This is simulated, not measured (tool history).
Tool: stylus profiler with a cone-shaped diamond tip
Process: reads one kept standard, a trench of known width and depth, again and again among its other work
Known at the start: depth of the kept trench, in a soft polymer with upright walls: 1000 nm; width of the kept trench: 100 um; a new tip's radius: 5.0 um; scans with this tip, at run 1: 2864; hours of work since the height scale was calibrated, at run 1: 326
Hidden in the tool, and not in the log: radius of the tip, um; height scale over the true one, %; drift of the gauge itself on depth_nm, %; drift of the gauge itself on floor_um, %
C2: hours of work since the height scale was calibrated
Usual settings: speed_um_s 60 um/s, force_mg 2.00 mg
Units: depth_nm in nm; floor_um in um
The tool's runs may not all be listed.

run 1 day=0.000 | speed_um_s=60 force_mg=2.00 | scans_with_this_tip=2864 C2=326 | depth_nm=1008.41 floor_um=93.36
run 2 day=0.704 | speed_um_s=52 force_mg=2.00 | scans_with_this_tip=2930 C2=333 | depth_nm=1008.48 floor_um=93.41
run 3 day=1.025 | speed_um_s=52 force_mg=2.00 | scans_with_this_tip=2959 C2=337 | depth_nm=1008.35 floor_um=93.44
run 4 day=1.667 | speed_um_s=52 force_mg=2.00 | scans_with_this_tip=3019 C2=343 | depth_nm=1008.40 floor_um=93.38
run 5 day=2.029 | speed_um_s=60 force_mg=2.00 | scans_with_this_tip=3053 C2=347 | depth_nm=1008.41 floor_um=93.34
run 6 day=2.771 | speed_um_s=60 force_mg=2.00 | scans_with_this_tip=3122 C2=355 | depth_nm=1008.63 floor_um=93.37
run 7 day=3.142 | speed_um_s=60 force_mg=2.00 | scans_with_this_tip=3156 C2=359 | depth_nm=1008.35 floor_um=93.37
run 8 day=3.888 | speed_um_s=60 force_mg=2.00 | scans_with_this_tip=3225 C2=367 | depth_nm=1008.74 floor_um=93.36
run 9 day=4.421 | speed_um_s=60 force_mg=2.00 | scans_with_this_tip=3275 C2=373 | depth_nm=1008.40 floor_um=93.33
-- day=4.504 height scale calibrated on a step standard
run 10 day=4.979 | speed_um_s=42 force_mg=2.00 | scans_with_this_tip=3325 C2=5 | depth_nm=1009.02 floor_um=93.42
run 11 day=5.375 | speed_um_s=42 force_mg=2.00 | scans_with_this_tip=3361 C2=9 | depth_nm=1008.96 floor_um=93.40
run 12 day=6.096 | speed_um_s=60 force_mg=2.00 | scans_with_this_tip=3428 C2=17 | depth_nm=1009.25 floor_um=93.35
run 13 day=6.562 | speed_um_s=60 force_mg=4.46 | scans_with_this_tip=3471 C2=22 | depth_nm=1014.41 floor_um=93.37
-- day=6.862 height scale calibrated on a step standard, once more
run 14 day=7.129 | speed_um_s=60 force_mg=4.46 | scans_with_this_tip=3522 C2=3 | depth_nm=1012.33 floor_um=93.44
run 15 day=7.758 | speed_um_s=60 force_mg=2.51 | scans_with_this_tip=3580 C2=9 | depth_nm=1008.09 floor_um=93.33
run 16 day=8.250 | speed_um_s=60 force_mg=2.51 | scans_with_this_tip=3626 C2=15 | depth_nm=1008.39 floor_um=93.36
run 17 day=8.775 | speed_um_s=30 force_mg=2.06 | scans_with_this_tip=3675 C2=20 | depth_nm=1007.76 floor_um=93.38
run 18 day=9.100 | speed_um_s=29 force_mg=2.17 | scans_with_this_tip=3705 C2=24 | depth_nm=1008.15 floor_um=93.40
run 19 day=9.479 | speed_um_s=48 force_mg=0.81 | scans_with_this_tip=3740 C2=28 | depth_nm=1004.13 floor_um=93.25
run 20 day=9.921 | speed_um_s=48 force_mg=0.81 | scans_with_this_tip=3781 C2=32 | depth_nm=1003.84 floor_um=93.23
run 21 day=10.646 | speed_um_s=48 force_mg=0.81 | scans_with_this_tip=3849 C2=40 | depth_nm=1004.44 floor_um=93.23
run 22 day=11.129 | speed_um_s=48 force_mg=0.81 | scans_with_this_tip=3893 C2=45 | depth_nm=1004.12 floor_um=93.21
run 23 day=11.867 | speed_um_s=48 force_mg=0.81 | scans_with_this_tip=3962 C2=53 | depth_nm=1004.43 floor_um=93.25
run 24 day=12.471 | speed_um_s=48 force_mg=0.81 | scans_with_this_tip=4018 C2=59 | depth_nm=1004.46 floor_um=93.18
run 25 day=12.796 | speed_um_s=82 force_mg=0.82 | scans_with_this_tip=4048 C2=63 | depth_nm=1004.43 floor_um=92.95
run 26 day=13.158 | speed_um_s=68 force_mg=2.00 | scans_with_this_tip=4082 C2=66 | depth_nm=1008.04 floor_um=93.27
run 27 day=13.604 | speed_um_s=68 force_mg=2.00 | scans_with_this_tip=4123 C2=71 | depth_nm=1007.80 floor_um=93.22

Some steps in depth_nm between neighbouring runs. How much of each would the tool show without its hidden state too (settings, what came in, random variation), and how much is left for the hidden state, with any gauge scatter that isn't in both results?
Run 9 -> 10: speed_um_s 60 -> 42, height scale calibrated on a step standard. depth_nm +0.62 nm: hidden state +0.38, all else +0.24.
Run 12 -> 13: force_mg 2.00 -> 4.46. depth_nm +5.16 nm: hidden state +0.04, all else +5.12.
Run 13 -> 14: height scale calibrated on a step standard, once more. depth_nm -2.08 nm: hidden state -1.78, all else -0.30.
Run 14 -> 15: force_mg 4.46 -> 2.51. depth_nm -4.24 nm: hidden state +0.04, all else -4.28.

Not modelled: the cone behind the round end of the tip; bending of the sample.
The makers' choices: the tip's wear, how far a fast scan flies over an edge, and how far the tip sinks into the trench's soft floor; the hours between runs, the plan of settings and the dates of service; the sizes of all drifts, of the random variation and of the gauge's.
